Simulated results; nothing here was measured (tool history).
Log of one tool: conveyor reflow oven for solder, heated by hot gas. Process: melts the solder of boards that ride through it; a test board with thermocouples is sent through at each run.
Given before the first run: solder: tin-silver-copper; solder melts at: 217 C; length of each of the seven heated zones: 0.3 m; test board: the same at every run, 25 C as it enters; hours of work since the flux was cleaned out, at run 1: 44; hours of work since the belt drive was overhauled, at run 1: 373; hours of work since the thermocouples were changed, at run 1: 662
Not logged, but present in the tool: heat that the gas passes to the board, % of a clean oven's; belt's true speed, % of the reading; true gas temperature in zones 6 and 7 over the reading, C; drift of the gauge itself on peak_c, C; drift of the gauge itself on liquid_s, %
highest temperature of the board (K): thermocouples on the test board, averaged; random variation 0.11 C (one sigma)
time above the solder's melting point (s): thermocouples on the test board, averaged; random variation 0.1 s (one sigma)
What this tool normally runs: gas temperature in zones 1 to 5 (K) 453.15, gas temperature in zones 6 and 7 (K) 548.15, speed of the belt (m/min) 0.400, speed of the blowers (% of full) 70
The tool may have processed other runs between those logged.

| run | hour | gas temperature in zones 1 to 5 (K) | gas temperature in zones 6 and 7 (K) | speed of the belt (m/min) | speed of the blowers (% of full) | hours of work since the flux was cleaned out | hours of work since the belt drive was overhauled | hours of work since the thermocouples were changed | highest temperature of the board (K) | time above the solder's melting point (s) |
|---|---|---|---|---|---|---|---|---|---|---|
| 1 | 0.0 | 453.15 | 548.15 | 0.400 | 70 | 44 | 373 | 662 | 539.75 | 81.1 |
| 2 | 10.5 | 453.15 | 548.15 | 0.400 | 70 | 52 | 381 | 670 | 539.95 | 80.9 |
| 3 | 18.2 | 453.15 | 548.15 | 0.400 | 52 | 58 | 387 | 676 | 537.15 | 79.0 |
| 4 | 31.5 | 453.15 | 548.15 | 0.400 | 70 | 68 | 397 | 686 | 539.95 | 81.0 |
| 5 | 41.0 | 453.15 | 548.15 | 0.400 | 70 | 76 | 404 | 694 | 540.05 | 81.0 |
| 6 | 50.8 | 453.15 | 559.15 | 0.400 | 70 | 83 | 412 | 701 | 549.95 | 85.6 |
| 7 | 58.7 | 453.15 | 559.15 | 0.400 | 70 | 89 | 418 | 707 | 550.15 | 85.4 |
|  | 66.6 | thermocouples of zones 6 and 7 changed |
| 8 | 72.3 | 453.15 | 559.15 | 0.400 | 70 | 98 | 427 | 4 | 547.45 | 84.6 |
| 9 | 85.6 | 453.15 | 559.15 | 0.400 | 70 | 108 | 437 | 15 | 547.55 | 84.7 |
| 10 | 95.5 | 453.15 | 548.15 | 0.400 | 89 | 116 | 445 | 22 | 539.05 | 80.9 |
| 11 | 103.5 | 462.15 | 548.15 | 0.400 | 70 | 122 | 451 | 28 | 538.05 | 83.9 |
| 12 | 116.2 | 462.15 | 548.15 | 0.400 | 70 | 132 | 461 | 38 | 537.85 | 83.8 |
| 13 | 123.8 | 462.15 | 548.15 | 0.341 | 70 | 138 | 466 | 44 | 541.35 | 100.6 |
| 14 | 135.1 | 462.15 | 548.15 | 0.341 | 70 | 146 | 475 | 53 | 541.45 | 100.5 |
| 15 | 148.0 | 453.15 | 548.15 | 0.400 | 70 | 156 | 485 | 62 | 537.15 | 79.4 |
| 16 | 159.7 | 453.15 | 555.15 | 0.340 | 58 | 165 | 494 | 71 | 546.25 | 99.3 |
| 17 | 168.1 | 460.15 | 561.15 | 0.428 | 66 | 172 | 500 | 78 | 547.55 | 81.6 |
| 18 | 177.4 | 453.15 | 563.15 | 0.353 | 60 | 179 | 507 | 85 | 553.15 | 98.7 |
| 19 | 187.4 | 459.15 | 543.15 | 0.435 | 90 | 186 | 515 | 93 | 533.35 | 73.4 |
| 20 | 199.4 | 459.15 | 543.15 | 0.435 | 90 | 196 | 524 | 102 | 533.25 | 73.3 |
| 21 | 210.1 | 459.15 | 548.15 | 0.400 | 60 | 204 | 532 | 110 | 536.45 | 81.4 |
| 22 | 215.5 | 459.15 | 548.15 | 0.400 | 60 | 208 | 537 | 114 | 536.55 | 81.4 |
| 23 | 227.8 | 453.15 | 548.15 | 0.400 | 50 | 217 | 546 | 124 | 533.95 | 77.1 |
| 24 | 239.3 | 442.15 | 548.15 | 0.413 | 70 | 226 | 555 | 132 | 534.85 | 71.1 |
| 25 | 248.1 | 442.15 | 548.15 | 0.413 | 70 | 233 | 562 | 139 | 534.45 | 71.2 |
| 26 | 255.8 | 442.15 | 548.15 | 0.413 | 70 | 239 | 568 | 145 | 534.65 | 70.9 |
| 27 | 263.9 | 447.15 | 538.15 | 0.372 | 70 | 245 | 574 | 151 | 528.65 | 77.9 |
| 28 | 275.6 | 453.15 | 548.15 | 0.400 | 84 | 254 | 583 | 160 | 538.45 | 80.2 |
| 29 | 284.9 | 453.15 | 543.15 | 0.400 | 70 | 261 | 590 | 167 | 532.25 | 76.5 |
| 30 | 298.3 | 453.15 | 543.15 | 0.400 | 70 | 271 | 600 | 178 | 532.15 | 76.5 |

Hidden condition of the tool, last listed run before each entry between runs versus first listed run after:
Between runs 7 and 8: thermocouples of zones 6 and 7 changed (hour 66.6)
  heat that the gas passes to the board, % of a clean oven's: 96.5 -> 96.2; belt's true speed, % of the reading: 99.76 -> 99.75; true gas temperature in zones 6 and 7 over the reading, C: 2.31 -> -0.53
  difference, measured minus the result without the unlogged condition, highest temperature of the board (K): +1.60 -> -1.10; time above the solder's melting point (s): +0.9 -> -0.3

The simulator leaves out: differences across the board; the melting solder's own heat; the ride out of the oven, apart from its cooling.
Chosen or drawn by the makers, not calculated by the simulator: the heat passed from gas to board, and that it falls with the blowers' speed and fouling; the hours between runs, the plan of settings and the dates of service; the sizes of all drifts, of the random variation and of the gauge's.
